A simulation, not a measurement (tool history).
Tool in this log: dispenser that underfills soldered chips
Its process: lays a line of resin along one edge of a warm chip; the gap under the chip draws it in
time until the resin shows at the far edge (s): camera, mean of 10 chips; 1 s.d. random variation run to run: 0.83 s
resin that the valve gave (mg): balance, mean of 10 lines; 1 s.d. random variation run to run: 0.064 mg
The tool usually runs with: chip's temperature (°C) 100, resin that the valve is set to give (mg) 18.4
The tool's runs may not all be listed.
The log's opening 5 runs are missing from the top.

run   hour  chip's temperature (°C)  resin that the valve is set to give (mg)  time until the resin shows at the far edge (s)  resin that the valve gave (mg)
      51.4  -- new syringe of resin
  6   54.5                      100                                      19.5                                           101.1                            19.3
  7     63                      110                                      18.4                                           111.1                           18.23
      66.8  -- new syringe of resin
  8   79.3                      100                                      18.4                                           174.8                            18.1
      81.9  -- new syringe of resin
  9   90.4                      100                                      18.4                                             137                           18.05
        97  -- new syringe of resin
 10  106.2                      100                                      18.4                                             143                           17.89
     112.1  -- new syringe of resin
 11    114                      100                                      18.4                                            93.9                           18.06
 12  121.9                      100                                      18.4                                           151.8                           17.89
     126.5  -- new syringe of resin
 13  138.4                      100                                      18.4                                             172                           17.89
     141.3  -- new syringe of resin
 14  152.1                      100                                      18.4                                           156.5                            17.8
     156.5  -- new syringe of resin
     162.9  -- dispensing valve cleaned and set on the balance
 15  166.7                      100                                      17.6                                           145.4                           17.62
     172.4  -- new syringe of resin
 16  176.8                      100                                        16                                           109.9                           15.97
     186.9  -- new syringe of resin
 17  191.6                      100                                        16                                           116.1                           15.84
     202.2  -- new syringe of resin
 18  204.7                      100                                      23.6                                            96.5                           23.38
     217.7  -- new syringe of resin
 19  218.1                       97                                      22.3                                            95.7                           22.12
 20  226.3                       97                                      22.3                                           154.8                           22.06
     232.8  -- new syringe of resin
 21  241.4                       97                                      22.3                                           156.5                           21.92
     247.4  -- new syringe of resin
 22  253.1                      100                                        17                                           122.2                           16.63
     262.4  -- new syringe of resin
 23    269                      101                                      23.4                                           120.7                           22.84
     276.8  -- new syringe of resin
 24  284.2                      103                                        19                                             118                           18.49
     292.3  -- new syringe of resin
     299.4  -- dispensing valve cleaned and set on the balance
 25  301.9                      103                                        19                                             127                           18.93
     308.3  -- new syringe of resin
 26  313.5                       89                                      19.8                                             185                           19.65
     323.1  -- new syringe of resin
 27  323.1                       89                                      19.8                                           132.6                           19.73
 28  334.8                       89                                      18.9                                           268.1                           18.56
     338.7  -- new syringe of resin
 29  345.4                      105                                      22.4                                           102.6                           22.02

For run 30, what comes out?
     353.5  -- new syringe of resin
 30  355.3                       92                                      16.8                                               ?                               ?

{"run 30": {"time until the resin shows at the far edge (s)": 130.8, "resin that the valve gave (mg)": 16.54}}
The same run, on a tool lacking any hidden state, would have yielded time until the resin shows at the far edge (s) 106.6, resin that the valve gave (mg) 16.85.

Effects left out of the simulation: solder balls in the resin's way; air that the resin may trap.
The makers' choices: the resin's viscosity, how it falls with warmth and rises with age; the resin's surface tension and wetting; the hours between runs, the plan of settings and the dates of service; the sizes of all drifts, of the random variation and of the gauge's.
